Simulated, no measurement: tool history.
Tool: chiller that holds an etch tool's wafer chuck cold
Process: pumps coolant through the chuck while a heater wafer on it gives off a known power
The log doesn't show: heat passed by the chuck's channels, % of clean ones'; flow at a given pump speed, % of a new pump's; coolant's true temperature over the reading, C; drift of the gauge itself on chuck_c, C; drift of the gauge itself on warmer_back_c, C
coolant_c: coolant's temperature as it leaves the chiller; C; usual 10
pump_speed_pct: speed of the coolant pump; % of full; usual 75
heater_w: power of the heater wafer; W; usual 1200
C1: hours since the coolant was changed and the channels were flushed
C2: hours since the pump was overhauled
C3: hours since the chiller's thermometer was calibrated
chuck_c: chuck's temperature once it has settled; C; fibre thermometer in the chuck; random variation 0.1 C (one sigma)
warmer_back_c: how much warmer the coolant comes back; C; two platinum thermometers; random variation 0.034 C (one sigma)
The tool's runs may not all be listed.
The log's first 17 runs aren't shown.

Run 18, hour 2269.0: usual settings; C1 8843; C2 7671; C3 190. Result: chuck_c 22.2 C, warmer_back_c 6.17 C.
Run 19, hour 2389.7: usual settings; C1 8963; C2 7791; C3 311. Result: chuck_c 22.1 C, warmer_back_c 6.22 C.
Run 20, hour 2536.1: usual settings but heater_w 1536 W; C1 9110; C2 7938; C3 458. Result: chuck_c 25.7 C, warmer_back_c 7.93 C.
Run 21, hour 2614.2: usual settings but heater_w 1536 W; C1 9188; C2 8016; C3 536. Result: chuck_c 25.5 C, warmer_back_c 8.00 C.
Run 22, hour 2783.8: usual settings but coolant_c 16 C, heater_w 1516 W; C1 9357; C2 8185; C3 705. Result: chuck_c 31.5 C, warmer_back_c 7.80 C.
Run 23, hour 2866.7: usual settings but coolant_c 4 C, pump_speed_pct 100 % of full, heater_w 1195 W; C1 9440; C2 8268; C3 788. Result: chuck_c 13.6 C, warmer_back_c 4.55 C.
Run 24, hour 3010.3: usual settings but coolant_c 17 C, pump_speed_pct 80 % of full, heater_w 1208 W; C1 9584; C2 8412; C3 932. Result: chuck_c 28.7 C, warmer_back_c 5.86 C.
Run 25, hour 3119.7: usual settings but coolant_c 17 C, pump_speed_pct 80 % of full, heater_w 1208 W; C1 9693; C2 8521; C3 1041. Result: chuck_c 29.1 C, warmer_back_c 5.91 C.
Run 26, hour 3280.4: usual settings but coolant_c 12 C, pump_speed_pct 64 % of full; C1 9854; C2 8682; C3 1202. Result: chuck_c 26.6 C, warmer_back_c 7.52 C.
At hour 3353.4: coolant changed, channels flushed.
Run 27, hour 3374.8: usual settings but heater_w 1169 W; C1 21; C2 8770; C3 1290. Result: chuck_c 20.3 C, warmer_back_c 6.08 C.
Run 28, hour 3451.4: usual settings but heater_w 1169 W; C1 98; C2 8847; C3 1367. Result: chuck_c 20.3 C, warmer_back_c 6.17 C.
Run 29, hour 3543.1: usual settings but coolant_c 20 C, pump_speed_pct 71 % of full, heater_w 1169 W; C1 190; C2 8939; C3 1459. Result: chuck_c 30.7 C, warmer_back_c 6.54 C.
Run 30, hour 3656.9: usual settings but coolant_c 20 C, pump_speed_pct 71 % of full, heater_w 1169 W; C1 304; C2 9052; C3 1572. Result: chuck_c 30.9 C, warmer_back_c 6.58 C.
Run 31, hour 3736.2: usual settings but coolant_c 20 C, pump_speed_pct 65 % of full, heater_w 664 W; C1 383; C2 9132; C3 1652. Result: chuck_c 26.7 C, warmer_back_c 4.07 C.
Run 32, hour 3846.8: usual settings but coolant_c 6 C, pump_speed_pct 81 % of full, heater_w 1245 W; C1 493; C2 9242; C3 1762. Result: chuck_c 16.4 C, warmer_back_c 6.07 C.
Run 33, hour 3965.7: usual settings but coolant_c 6 C, pump_speed_pct 81 % of full, heater_w 880 W; C1 612; C2 9361; C3 1881. Result: chuck_c 13.4 C, warmer_back_c 4.34 C.

3 ways to go on from here, each from the tool as it stands after run 33. What would each give?
Run A, hour 4123.5: usual settings but coolant_c 6 C, pump_speed_pct 64 % of full, heater_w 880 W; C1 770; C2 9519; C3 2039. Result: chuck_c ?, warmer_back_c ?.
Run B, hour 4123.5: usual settings but coolant_c 12 C, pump_speed_pct 81 % of full, heater_w 880 W; C1 770; C2 9519; C3 2039. Result: chuck_c ?, warmer_back_c ?.
Run C, hour 4123.5: usual settings but coolant_c 12 C, pump_speed_pct 67 % of full, heater_w 1257 W; C1 770; C2 9519; C3 2039. Result: chuck_c ?, warmer_back_c ?.

run  chuck_c  warmer_back_c
  A     15.0           5.57
  B     19.5           4.30
  C     24.5           7.61
Without the tool's hidden state the same runs would have given:
run  chuck_c  warmer_back_c
  A     13.7           4.75
  B     18.4           3.67
  C     22.7           6.49

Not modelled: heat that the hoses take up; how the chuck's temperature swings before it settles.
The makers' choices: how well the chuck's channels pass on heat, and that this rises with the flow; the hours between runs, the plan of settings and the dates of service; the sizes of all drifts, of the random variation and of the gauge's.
